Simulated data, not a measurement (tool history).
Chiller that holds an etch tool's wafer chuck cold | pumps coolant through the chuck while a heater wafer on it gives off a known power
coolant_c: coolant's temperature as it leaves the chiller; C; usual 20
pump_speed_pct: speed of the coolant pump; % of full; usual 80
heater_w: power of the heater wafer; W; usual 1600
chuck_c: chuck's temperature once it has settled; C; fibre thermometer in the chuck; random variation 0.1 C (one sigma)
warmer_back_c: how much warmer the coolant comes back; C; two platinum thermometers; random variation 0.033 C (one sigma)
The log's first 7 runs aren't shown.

run     day  coolant_c  pump_speed_pct  heater_w  chuck_c  warmer_back_c
  8  19.758         20              80      1600     35.5           4.56
  9  21.721         20              80      1600     35.6           4.49
     24.054  -- chiller's thermometer calibrated
 10  25.004         20              80      1600     35.7           4.52
 11  28.238         20              80      1600     35.6           4.47
 12  30.667         20              80      1600     35.4           4.50
 13  33.842         20              80      1600     35.6           4.60
 14  36.392         20              80      1600     35.5           4.57
 15  39.396         20              63      1600     38.8           5.74
 16  41.558         20              63      1600     38.6           5.69
 17  43.238         20              63      1600     38.6           5.76
 18  47.212         20              63      1600     38.8           5.73
 19  50.846         13              75      1217     25.4           3.76
 20  54.379         17              71      1760     35.6           5.65
 21  56.242         20              63      1067     32.4           3.98
 22  60.117         19              80      1600     34.4           4.68
 23  63.408         20              89      2234     39.8           5.87
 24  66.175         20              89      2234     39.9           5.83
 25  69.088         14              67      1895     35.4           6.50
 26  72.050         22              72      1901     41.9           6.08
 27  75.108         22              72      1901     41.9           6.04
 28  76.742         13              80      1748     30.0           5.17
 29  80.629         19              80      1600     34.6           4.76
 30  82.608         19              80       914     27.9           2.90
 31  84.600         19              80       914     27.9           2.92

Forecast each of these 5 alternatives for the next run:
  A  87.383         18              80      1600        ?              ?
  B  87.383         21              66      1371        ?              ?
  C  87.383         11              68      2236        ?              ?
  D  87.383         21              60      1028        ?              ?
  E  87.383         19              67       914        ?              ?

run  chuck_c  warmer_back_c
  A     33.3           4.80
  B     36.6           4.92
  C     35.8           7.64
  D     33.6           4.08
  E     29.3           3.36
Without the tool's hidden state the same runs would have given:
run  chuck_c  warmer_back_c
  A     33.3           4.43
  B     36.6           4.54
  C     35.8           7.27
  D     33.6           3.71
  E     29.3           2.98

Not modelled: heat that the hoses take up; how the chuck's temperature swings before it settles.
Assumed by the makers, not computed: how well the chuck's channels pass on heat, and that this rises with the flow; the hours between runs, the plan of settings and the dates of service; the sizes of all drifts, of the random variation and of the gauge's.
